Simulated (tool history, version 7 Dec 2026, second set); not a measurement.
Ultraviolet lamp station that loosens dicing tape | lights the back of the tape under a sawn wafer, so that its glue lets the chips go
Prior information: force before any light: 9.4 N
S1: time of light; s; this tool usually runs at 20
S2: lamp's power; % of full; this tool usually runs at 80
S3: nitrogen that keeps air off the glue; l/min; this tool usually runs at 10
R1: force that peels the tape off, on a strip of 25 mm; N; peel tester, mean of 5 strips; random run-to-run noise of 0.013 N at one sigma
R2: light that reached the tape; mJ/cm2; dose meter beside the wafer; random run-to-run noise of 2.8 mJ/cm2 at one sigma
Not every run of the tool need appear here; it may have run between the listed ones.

{"run": 1, "hour": 0.0, "S1": 20, "S2": 80, "S3": 10, "R1": 0.999, "R2": 308}
{"run": 2, "hour": 23.9, "S1": 20, "S2": 80, "S3": 10, "R1": 1.067, "R2": 308}
{"run": 3, "hour": 46.8, "S1": 20, "S2": 80, "S3": 10, "R1": 1.018, "R2": 301}
{"run": 4, "hour": 77.9, "S1": 20, "S2": 80, "S3": 10, "R1": 1.048, "R2": 298}
{"run": 5, "hour": 94.2, "S1": 20, "S2": 80, "S3": 10, "R1": 1.007, "R2": 302}
{"run": 6, "hour": 121.4, "S1": 20, "S2": 80, "S3": 10, "R1": 1.068, "R2": 296}
{"run": 7, "hour": 147.9, "S1": 37, "S2": 80, "S3": 10, "R1": 0.328, "R2": 540}
{"run": 8, "hour": 165.3, "S1": 20, "S2": 80, "S3": 10, "R1": 1.11, "R2": 297}
{"run": 9, "hour": 194.4, "S1": 20, "S2": 80, "S3": 10, "R1": 1.154, "R2": 288}
{"run": 10, "hour": 216.0, "S1": 31, "S2": 80, "S3": 10, "R1": 0.36, "R2": 513}
{"run": 11, "hour": 232.9, "S1": 20, "S2": 80, "S3": 3, "R1": 1.489, "R2": 326}
{"run": 12, "hour": 257.0, "S1": 20, "S2": 80, "S3": 3, "R1": 1.522, "R2": 322}
{"run": 13, "hour": 288.5, "S1": 20, "S2": 80, "S3": 10, "R1": 0.938, "R2": 324}
{"run": 14, "hour": 309.2, "S1": 20, "S2": 80, "S3": 10, "R1": 0.963, "R2": 318}
{"run": 15, "hour": 326.9, "S1": 20, "S2": 80, "S3": 10, "R1": 0.939, "R2": 318}
{"run": 16, "hour": 343.9, "S1": 20, "S2": 90, "S3": 10, "R1": 0.738, "R2": 351}
{"run": 17, "hour": 367.8, "S1": 20, "S2": 90, "S3": 10, "R1": 0.776, "R2": 354}
{"run": 18, "hour": 399.3, "S1": 20, "S2": 90, "S3": 10, "R1": 0.797, "R2": 350}
{"run": 19, "hour": 419.0, "S1": 24, "S2": 90, "S3": 10, "R1": 0.524, "R2": 411}
{"run": 20, "hour": 438.2, "S1": 34, "S2": 80, "S3": 10, "R1": 0.355, "R2": 524}
{"run": 21, "hour": 464.4, "S1": 34, "S2": 80, "S3": 10, "R1": 0.364, "R2": 515}
{"run": 22, "hour": 492.1, "S1": 34, "S2": 80, "S3": 10, "R1": 0.342, "R2": 510}
{"run": 23, "hour": 518.2, "S1": 34, "S2": 89, "S3": 10, "R1": 0.306, "R2": 560}
{"run": 24, "hour": 536.7, "S1": 34, "S2": 89, "S3": 10, "R1": 0.309, "R2": 558}
{"run": 25, "hour": 567.6, "S1": 34, "S2": 89, "S3": 10, "R1": 0.302, "R2": 544}
{"run": 26, "hour": 581.8, "S1": 30, "S2": 80, "S3": 10, "R1": 0.497, "R2": 435}
{"run": 27, "hour": 599.8, "S1": 30, "S2": 80, "S3": 10, "R1": 0.499, "R2": 431}
{"run": 28, "hour": 625.5, "S1": 12, "S2": 92, "S3": 14, "R1": 1.997, "R2": 194}
{"run": 29, "hour": 640.0, "S1": 32, "S2": 80, "S3": 4, "R1": 0.69, "R2": 456}
{"run": 30, "hour": 666.4, "S1": 13, "S2": 94, "S3": 10, "R1": 1.955, "R2": 219}
{"run": 31, "hour": 687.0, "S1": 20, "S2": 72, "S3": 15, "R1": 1.254, "R2": 253}
{"run": 32, "hour": 718.8, "S1": 20, "S2": 72, "S3": 15, "R1": 1.286, "R2": 255}
{"run": 33, "hour": 740.4, "S1": 17, "S2": 73, "S3": 15, "R1": 1.693, "R2": 211}
{"run": 34, "hour": 769.1, "S1": 36, "S2": 63, "S3": 10, "R1": 0.627, "R2": 387}
{"run": 35, "hour": 794.7, "S1": 12, "S2": 62, "S3": 20, "R1": 3.162, "R2": 126}
{"run": 36, "hour": 824.7, "S1": 12, "S2": 62, "S3": 20, "R1": 3.27, "R2": 121}
{"run": 37, "hour": 855.0, "S1": 19, "S2": 91, "S3": 4, "R1": 1.713, "R2": 285}
{"run": 38, "hour": 869.8, "S1": 34, "S2": 61, "S3": 4, "R1": 1.261, "R2": 343}
{"run": 39, "hour": 884.6, "S1": 34, "S2": 61, "S3": 4, "R1": 1.216, "R2": 343}
{"run": 40, "hour": 914.1, "S1": 15, "S2": 84, "S3": 6, "R1": 2.42, "R2": 201}
{"run": 41, "hour": 940.4, "S1": 20, "S2": 81, "S3": 10, "R1": 1.45, "R2": 259}
{"run": 42, "hour": 971.8, "S1": 20, "S2": 97, "S3": 8, "R1": 0.793, "R2": 356}
{"run": 43, "hour": 999.7, "S1": 30, "S2": 69, "S3": 10, "R1": 0.656, "R2": 378}

Not shown here: 2 entries made in the log between runs. Locate each between two listed runs and compare the hidden state at the listed run before it with the hidden state at the listed run after it:
Run 9 -> run 10: window cleaned of glue's vapour (hour 197.5)
  lamp's light, % of a new lamp's: 82 -> 81.8; light that the window lets through, % of a clean one's: 87.3 -> 99.6
  measured minus no-state result, R1: +0.568 -> +0.102 N; R2: -115 -> -116 mJ/cm2
Run 41 -> run 42: window cleaned of glue's vapour (hour 944.8)
  lamp's light, % of a new lamp's: 73.3 -> 72.9; light that the window lets through, % of a clean one's: 86.6 -> 99.5
  measured minus no-state result, R1: +0.865 -> +0.391 N; R2: -149 -> -135 mJ/cm2

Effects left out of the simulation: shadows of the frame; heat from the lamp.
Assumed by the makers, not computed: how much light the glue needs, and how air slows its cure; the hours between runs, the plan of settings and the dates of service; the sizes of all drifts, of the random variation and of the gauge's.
